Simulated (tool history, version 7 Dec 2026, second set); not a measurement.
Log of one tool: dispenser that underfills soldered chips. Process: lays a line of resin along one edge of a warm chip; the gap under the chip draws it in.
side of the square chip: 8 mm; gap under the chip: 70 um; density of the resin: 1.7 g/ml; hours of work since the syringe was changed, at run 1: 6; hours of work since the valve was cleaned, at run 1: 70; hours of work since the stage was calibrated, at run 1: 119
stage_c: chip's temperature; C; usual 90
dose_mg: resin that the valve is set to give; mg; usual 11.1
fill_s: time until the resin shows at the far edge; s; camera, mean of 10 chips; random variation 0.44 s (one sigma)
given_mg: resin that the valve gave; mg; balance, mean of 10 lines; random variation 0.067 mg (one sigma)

| run | hour | stage_c | dose_mg | hours of work since the syringe was changed | hours of work since the valve was cleaned | hours of work since the stage was calibrated | fill_s | given_mg |
|---|---|---|---|---|---|---|---|---|
| 1 | 0.0 | 90 | 11.1 | 6 | 70 | 119 | 54.6 | 10.37 |
|  | 0.7 | new syringe of resin |
|  | 4.2 | dispensing valve cleaned and set on the balance |
| 2 | 5.1 | 90 | 11.1 | 2 | 1 | 122 | 40.4 | 11.04 |
| 3 | 8.8 | 90 | 11.1 | 5 | 3 | 125 | 50.3 | 11.02 |
|  | 10.4 | new syringe of resin |
| 4 | 13.9 | 90 | 11.1 | 2 | 7 | 128 | 40.2 | 11.14 |
| 5 | 16.8 | 90 | 12.8 | 4 | 9 | 130 | 46.9 | 12.65 |
|  | 19.3 | new syringe of resin |
| 6 | 19.9 | 90 | 12.8 | 0 | 11 | 132 | 33.2 | 12.64 |
| 7 | 22.0 | 90 | 12.8 | 2 | 12 | 133 | 38.2 | 12.79 |
| 8 | 27.1 | 88 | 12.8 | 5 | 16 | 137 | 54.7 | 12.61 |
|  | 27.9 | new syringe of resin |
| 9 | 30.8 | 90 | 10.0 | 2 | 18 | 139 | 40.0 | 9.83 |
| 10 | 33.8 | 80 | 10.0 | 4 | 20 | 141 | 67.5 | 9.87 |
|  | 36.6 | new syringe of resin |
| 11 | 38.3 | 83 | 11.1 | 1 | 23 | 144 | 47.4 | 10.84 |
| 12 | 41.9 | 83 | 11.1 | 4 | 25 | 147 | 56.9 | 10.82 |
|  | 45.2 | new syringe of resin |
| 13 | 46.6 | 92 | 11.1 | 1 | 29 | 150 | 32.5 | 10.86 |
| 14 | 48.9 | 97 | 11.1 | 3 | 30 | 151 | 31.9 | 10.82 |
| 15 | 52.8 | 84 | 11.1 | 5 | 33 | 154 | 63.7 | 10.69 |
|  | 54.0 | new syringe of resin |
| 16 | 57.9 | 84 | 11.1 | 3 | 36 | 158 | 52.6 | 10.82 |
|  | 62.6 | new syringe of resin |
| 17 | 63.0 | 84 | 11.1 | 0 | 40 | 161 | 41.7 | 10.73 |
| 18 | 66.2 | 90 | 12.1 | 3 | 42 | 163 | 39.9 | 11.77 |
| 19 | 68.3 | 80 | 12.2 | 4 | 43 | 165 | 64.9 | 11.67 |
|  | 71.3 | new syringe of resin |
| 20 | 72.6 | 82 | 10.0 | 1 | 46 | 167 | 48.7 | 9.61 |
| 21 | 76.5 | 104 | 11.1 | 4 | 49 | 170 | 27.8 | 10.65 |
|  | 80.0 | new syringe of resin |
| 22 | 80.9 | 95 | 12.8 | 1 | 52 | 173 | 29.3 | 12.21 |
| 23 | 85.0 | 95 | 12.8 | 3 | 54 | 176 | 36.7 | 12.20 |
|  | 88.6 | new syringe of resin |
| 24 | 89.4 | 87 | 12.0 | 1 | 57 | 179 | 36.8 | 11.35 |
| 25 | 94.4 | 91 | 10.5 | 4 | 61 | 182 | 45.1 | 9.94 |
|  | 97.4 | new syringe of resin |
| 26 | 97.9 | 91 | 10.5 | 0 | 63 | 184 | 33.0 | 9.91 |
| 27 | 100.6 | 91 | 10.5 | 2 | 65 | 186 | 38.4 | 9.92 |
| 28 | 102.7 | 90 | 10.5 | 4 | 66 | 188 | 45.5 | 9.91 |
|  | 106.3 | new syringe of resin |
| 29 | 106.9 | 100 | 10.4 | 0 | 69 | 190 | 25.7 | 9.71 |
|  | 112.5 | dispensing valve cleaned and set on the balance |
| 30 | 113.0 | 103 | 9.5 | 4 | 0 | 194 | 30.7 | 9.51 |
|  | 116.1 | new syringe of resin |
| 31 | 117.2 | 103 | 9.5 | 1 | 3 | 197 | 23.6 | 9.44 |
| 32 | 121.4 | 93 | 9.9 | 4 | 6 | 200 | 42.1 | 9.86 |
|  | 124.9 | new syringe of resin |
| 33 | 126.3 | 90 | 10.3 | 1 | 9 | 203 | 36.2 | 10.24 |
| 34 | 130.7 | 91 | 11.3 | 4 | 12 | 206 | 44.0 | 11.23 |
|  | 133.4 | new syringe of resin |
| 35 | 134.5 | 76 | 10.8 | 1 | 15 | 208 | 59.4 | 10.68 |

Measured less the same run without the tool's hidden state. The same run-to-run variation is in both; the gauge's scatter may not be:
The hidden state here: resin's viscosity, % of fresh resin's; dose that the valve gives, % of what is set; true chip temperature over the reading, C; drift of the gauge itself on fill_s, %; drift of the gauge itself on given_mg, %.
| run | fill_s | given_mg |
|---|---|---|
| 1 | +21.8 | -0.70 |
| 2 | +8.3 | +0.00 |
| 3 | +18.0 | -0.03 |
| 4 | +8.2 | -0.06 |
| 5 | +15.4 | -0.09 |
| 6 | +1.5 | -0.12 |
| 7 | +6.0 | -0.13 |
| 8 | +20.3 | -0.17 |
| 9 | +6.7 | -0.15 |
| 10 | +20.6 | -0.18 |
| 11 | +4.8 | -0.22 |
| 12 | +15.7 | -0.25 |
| 13 | +3.0 | -0.28 |
| 14 | +6.6 | -0.30 |
| 15 | +23.4 | -0.32 |
| 16 | +11.8 | -0.36 |
| 17 | +1.7 | -0.38 |
| 18 | +8.1 | -0.45 |
| 19 | +19.2 | -0.46 |
| 20 | +4.6 | -0.41 |
| 21 | +7.5 | -0.47 |
| 22 | +2.2 | -0.58 |
| 23 | +10.1 | -0.61 |
| 24 | +2.0 | -0.60 |
| 25 | +13.5 | -0.56 |
| 26 | +1.4 | -0.58 |
| 27 | +7.0 | -0.60 |
| 28 | +12.7 | -0.61 |
| 29 | +1.7 | -0.63 |
| 30 | +9.3 | +0.01 |
| 31 | +2.0 | -0.01 |
| 32 | +12.2 | -0.03 |
| 33 | +3.3 | -0.07 |
| 34 | +13.1 | -0.10 |
| 35 | +6.0 | -0.12 |
